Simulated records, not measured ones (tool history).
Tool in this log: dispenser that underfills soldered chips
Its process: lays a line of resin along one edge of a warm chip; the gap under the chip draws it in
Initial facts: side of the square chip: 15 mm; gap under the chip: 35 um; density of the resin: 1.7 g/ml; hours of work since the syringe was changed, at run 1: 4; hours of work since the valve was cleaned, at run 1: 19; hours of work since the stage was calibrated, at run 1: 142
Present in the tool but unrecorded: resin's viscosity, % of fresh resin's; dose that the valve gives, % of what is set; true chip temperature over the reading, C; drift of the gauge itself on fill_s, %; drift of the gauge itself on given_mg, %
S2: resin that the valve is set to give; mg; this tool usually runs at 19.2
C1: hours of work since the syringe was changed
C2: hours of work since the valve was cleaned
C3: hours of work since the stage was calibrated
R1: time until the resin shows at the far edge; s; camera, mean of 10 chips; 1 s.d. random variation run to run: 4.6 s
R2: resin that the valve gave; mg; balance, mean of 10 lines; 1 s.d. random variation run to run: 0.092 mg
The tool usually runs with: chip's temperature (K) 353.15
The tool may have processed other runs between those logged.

{"run": 1, "hour": 0.0, "chip's temperature (K)": 353.15, "S2": 19.2, "C1": 4, "C2": 19, "C3": 142, "R1": 621.5, "R2": 18.97}
{"run": 2, "hour": 5.9, "chip's temperature (K)": 353.15, "S2": 19.2, "C1": 7, "C2": 23, "C3": 145, "R1": 850.4, "R2": 18.88}
{"hour": 8.5, "done": "new syringe of resin"}
{"run": 3, "hour": 11.2, "chip's temperature (K)": 353.15, "S2": 19.2, "C1": 2, "C2": 26, "C3": 148, "R1": 508.7, "R2": 19.0}
{"run": 4, "hour": 14.9, "chip's temperature (K)": 353.15, "S2": 22.9, "C1": 4, "C2": 28, "C3": 151, "R1": 599.9, "R2": 22.39}
{"run": 5, "hour": 20.7, "chip's temperature (K)": 353.15, "S2": 19.2, "C1": 8, "C2": 32, "C3": 154, "R1": 835.2, "R2": 18.76}
{"hour": 23.2, "done": "new syringe of resin"}
{"run": 6, "hour": 24.3, "chip's temperature (K)": 357.15, "S2": 19.2, "C1": 1, "C2": 34, "C3": 156, "R1": 422.9, "R2": 18.63}
{"run": 7, "hour": 27.0, "chip's temperature (K)": 357.15, "S2": 19.2, "C1": 2, "C2": 36, "C3": 158, "R1": 478.2, "R2": 18.71}
{"run": 8, "hour": 29.8, "chip's temperature (K)": 343.15, "S2": 19.2, "C1": 4, "C2": 37, "C3": 160, "R1": 870.5, "R2": 18.8}
{"run": 9, "hour": 33.9, "chip's temperature (K)": 343.15, "S2": 19.2, "C1": 7, "C2": 40, "C3": 162, "R1": 1076.7, "R2": 18.72}
{"hour": 38.1, "done": "new syringe of resin"}
{"run": 10, "hour": 39.9, "chip's temperature (K)": 343.15, "S2": 19.8, "C1": 1, "C2": 43, "C3": 166, "R1": 693.5, "R2": 19.18}
{"run": 11, "hour": 45.5, "chip's temperature (K)": 357.15, "S2": 19.2, "C1": 5, "C2": 47, "C3": 169, "R1": 589.7, "R2": 18.54}
{"run": 12, "hour": 48.3, "chip's temperature (K)": 353.15, "S2": 24.6, "C1": 6, "C2": 48, "C3": 171, "R1": 740.6, "R2": 23.67}
{"hour": 52.8, "done": "new syringe of resin"}
{"run": 13, "hour": 52.8, "chip's temperature (K)": 339.15, "S2": 24.6, "C1": 0, "C2": 51, "C3": 173, "R1": 695.9, "R2": 23.77}
{"run": 14, "hour": 59.5, "chip's temperature (K)": 339.15, "S2": 24.6, "C1": 4, "C2": 55, "C3": 177, "R1": 1000.0, "R2": 23.7}
{"run": 15, "hour": 62.7, "chip's temperature (K)": 339.15, "S2": 19.2, "C1": 6, "C2": 57, "C3": 179, "R1": 1196.8, "R2": 18.5}
{"run": 16, "hour": 65.7, "chip's temperature (K)": 353.15, "S2": 16.5, "C1": 8, "C2": 59, "C3": 181, "R1": 937.7, "R2": 15.87}
{"hour": 67.5, "done": "new syringe of resin"}
{"run": 17, "hour": 69.3, "chip's temperature (K)": 353.15, "S2": 16.5, "C1": 1, "C2": 61, "C3": 183, "R1": 511.4, "R2": 15.9}
{"run": 18, "hour": 73.1, "chip's temperature (K)": 353.15, "S2": 16.5, "C1": 3, "C2": 63, "C3": 186, "R1": 639.7, "R2": 15.84}
{"run": 19, "hour": 79.3, "chip's temperature (K)": 338.15, "S2": 16.4, "C1": 7, "C2": 67, "C3": 189, "R1": 1469.6, "R2": 15.65}

The next listed run, before its measurement:
{"hour": 82.6, "done": "new syringe of resin"}
{"run": 20, "hour": 85.2, "chip's temperature (K)": 340.15, "S2": 18.9, "C1": 2, "C2": 71, "C3": 193, "R1": "?", "R2": "?"}

R1: 786.2 s
R2: 17.88 mg
Were there no unlogged condition in the tool, this run, its random variation unchanged, would have produced R1 696.8 s, R2 18.76 mg.
